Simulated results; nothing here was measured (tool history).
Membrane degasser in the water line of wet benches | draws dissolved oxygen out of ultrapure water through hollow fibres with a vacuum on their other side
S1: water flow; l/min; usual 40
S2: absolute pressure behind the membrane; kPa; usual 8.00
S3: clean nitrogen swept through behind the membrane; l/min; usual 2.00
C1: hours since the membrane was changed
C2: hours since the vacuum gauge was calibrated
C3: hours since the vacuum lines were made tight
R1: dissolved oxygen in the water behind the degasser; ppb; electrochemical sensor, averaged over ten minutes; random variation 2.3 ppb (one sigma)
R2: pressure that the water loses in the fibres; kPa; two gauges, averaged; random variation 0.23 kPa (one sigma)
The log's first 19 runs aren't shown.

| run | day | S1 | S2 | S3 | C1 | C2 | C3 | R1 | R2 |
|---|---|---|---|---|---|---|---|---|---|
| 20 | 154.546 | 58 | 8.00 | 2.00 | 11376 | 3647 | 2128 | 388.4 | 92.77 |
| 21 | 162.667 | 41 | 6.62 | 0.80 | 11571 | 3842 | 2323 | 372.7 | 65.52 |
| 22 | 170.883 | 41 | 6.62 | 0.80 | 11769 | 4039 | 2520 | 365.0 | 65.59 |
| 23 | 175.679 | 41 | 6.62 | 0.80 | 11884 | 4154 | 2635 | 359.9 | 65.91 |
| 24 | 182.721 | 27 | 4.96 | 2.00 | 12053 | 4323 | 2804 | 64.6 | 43.22 |
| 25 | 188.217 | 44 | 7.01 | 2.26 | 12185 | 4455 | 2936 | 209.8 | 71.17 |
| 26 | 194.746 | 44 | 7.01 | 2.26 | 12341 | 4612 | 3093 | 208.2 | 70.88 |
| 27 | 202.954 | 25 | 7.01 | 2.26 | 12538 | 4809 | 3290 | 105.8 | 39.89 |
| 28 | 211.421 | 25 | 7.01 | 4.13 | 12741 | 5012 | 3493 | 61.5 | 40.30 |
| 29 | 219.800 | 33 | 19.46 | 1.58 | 12943 | 5213 | 3694 | 726.0 | 53.17 |
| 30 | 227.488 | 26 | 10.07 | 3.23 | 13127 | 5398 | 3879 | 139.4 | 42.36 |
| 31 | 237.612 | 26 | 10.07 | 3.23 | 13370 | 5641 | 4122 | 139.6 | 42.09 |
| 32 | 242.475 | 40 | 8.00 | 1.39 | 13487 | 5757 | 4238 | 326.0 | 64.77 |

3 ways to go on from here, each from the tool as it stands after run 32. What would each give?
| A | 250.467 | 28 | 10.32 | 1.87 | 13679 | 5949 | 4430 | ? | ? |
| B | 250.467 | 43 | 17.06 | 3.92 | 13679 | 5949 | 4430 | ? | ? |
| C | 250.467 | 57 | 8.00 | 2.01 | 13679 | 5949 | 4430 | ? | ? |

| run | R1 | R2 |
|---|---|---|
| A | 247.5 | 45.07 |
| B | 389.8 | 69.70 |
| C | 389.5 | 92.29 |
Without the tool's hidden state the same runs would have given:
| run | R1 | R2 |
|---|---|---|
| A | 237.1 | 41.31 |
| B | 369.2 | 63.87 |
| C | 346.4 | 84.62 |
